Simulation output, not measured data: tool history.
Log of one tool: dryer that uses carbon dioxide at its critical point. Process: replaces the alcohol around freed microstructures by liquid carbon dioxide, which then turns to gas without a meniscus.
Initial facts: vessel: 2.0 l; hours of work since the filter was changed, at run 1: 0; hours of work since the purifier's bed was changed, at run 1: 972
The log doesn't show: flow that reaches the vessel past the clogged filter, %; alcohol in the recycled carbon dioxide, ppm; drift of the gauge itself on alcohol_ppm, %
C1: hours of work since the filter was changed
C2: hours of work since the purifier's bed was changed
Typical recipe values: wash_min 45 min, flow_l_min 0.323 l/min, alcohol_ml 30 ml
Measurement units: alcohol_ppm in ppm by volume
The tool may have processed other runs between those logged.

{"run": 1, "hour": 0.0, "wash_min": 45, "flow_l_min": 0.323, "alcohol_ml": 30, "C1": 0, "C2": 972, "alcohol_ppm": 94}
{"run": 2, "hour": 43.8, "wash_min": 32, "flow_l_min": 0.323, "alcohol_ml": 30, "C1": 24, "C2": 996, "alcohol_ppm": 285}
{"run": 3, "hour": 73.2, "wash_min": 32, "flow_l_min": 0.323, "alcohol_ml": 30, "C1": 40, "C2": 1012, "alcohol_ppm": 287}
{"run": 4, "hour": 130.4, "wash_min": 60, "flow_l_min": 0.323, "alcohol_ml": 30, "C1": 72, "C2": 1044, "alcohol_ppm": 57}
{"run": 5, "hour": 186.3, "wash_min": 45, "flow_l_min": 0.236, "alcohol_ml": 30, "C1": 103, "C2": 1075, "alcohol_ppm": 284}
{"run": 6, "hour": 218.2, "wash_min": 45, "flow_l_min": 0.236, "alcohol_ml": 30, "C1": 121, "C2": 1093, "alcohol_ppm": 260}
{"run": 7, "hour": 247.3, "wash_min": 45, "flow_l_min": 0.323, "alcohol_ml": 30, "C1": 137, "C2": 1109, "alcohol_ppm": 120}
{"run": 8, "hour": 306.6, "wash_min": 48, "flow_l_min": 0.286, "alcohol_ml": 23, "C1": 169, "C2": 1141, "alcohol_ppm": 121}
{"run": 9, "hour": 344.5, "wash_min": 48, "flow_l_min": 0.286, "alcohol_ml": 23, "C1": 190, "C2": 1162, "alcohol_ppm": 105}
{"run": 10, "hour": 384.5, "wash_min": 35, "flow_l_min": 0.322, "alcohol_ml": 39, "C1": 213, "C2": 1184, "alcohol_ppm": 302}
{"run": 11, "hour": 414.4, "wash_min": 45, "flow_l_min": 0.323, "alcohol_ml": 23, "C1": 229, "C2": 1201, "alcohol_ppm": 108}
{"run": 12, "hour": 472.4, "wash_min": 45, "flow_l_min": 0.334, "alcohol_ml": 46, "C1": 261, "C2": 1233, "alcohol_ppm": 131}
{"run": 13, "hour": 522.7, "wash_min": 45, "flow_l_min": 0.323, "alcohol_ml": 77, "C1": 289, "C2": 1261, "alcohol_ppm": 222}

Consider 5 possible next runs. They are alternatives, not a sequence: every one starts from the tool as it was left by run 13. What does each give?
{"run": "A", "hour": 553.1, "wash_min": 29, "flow_l_min": 0.323, "alcohol_ml": 77, "C1": 306, "C2": 1278, "alcohol_ppm": "?"}
{"run": "B", "hour": 553.1, "wash_min": 37, "flow_l_min": 0.323, "alcohol_ml": 30, "C1": 306, "C2": 1278, "alcohol_ppm": "?"}
{"run": "C", "hour": 553.1, "wash_min": 30, "flow_l_min": 0.323, "alcohol_ml": 50, "C1": 306, "C2": 1278, "alcohol_ppm": "?"}
{"run": "D", "hour": 553.1, "wash_min": 31, "flow_l_min": 0.323, "alcohol_ml": 68, "C1": 306, "C2": 1278, "alcohol_ppm": "?"}
{"run": "E", "hour": 553.1, "wash_min": 35, "flow_l_min": 0.272, "alcohol_ml": 106, "C1": 306, "C2": 1278, "alcohol_ppm": "?"}

run=A alcohol_ppm=1148
run=B alcohol_ppm=231
run=C alcohol_ppm=681
run=D alcohol_ppm=802
run=E alcohol_ppm=1437
Without the tool's hidden state the same runs would have given:
run=A alcohol_ppm=861
run=B alcohol_ppm=126
run=C alcohol_ppm=488
run=D alcohol_ppm=579
run=E alcohol_ppm=1088

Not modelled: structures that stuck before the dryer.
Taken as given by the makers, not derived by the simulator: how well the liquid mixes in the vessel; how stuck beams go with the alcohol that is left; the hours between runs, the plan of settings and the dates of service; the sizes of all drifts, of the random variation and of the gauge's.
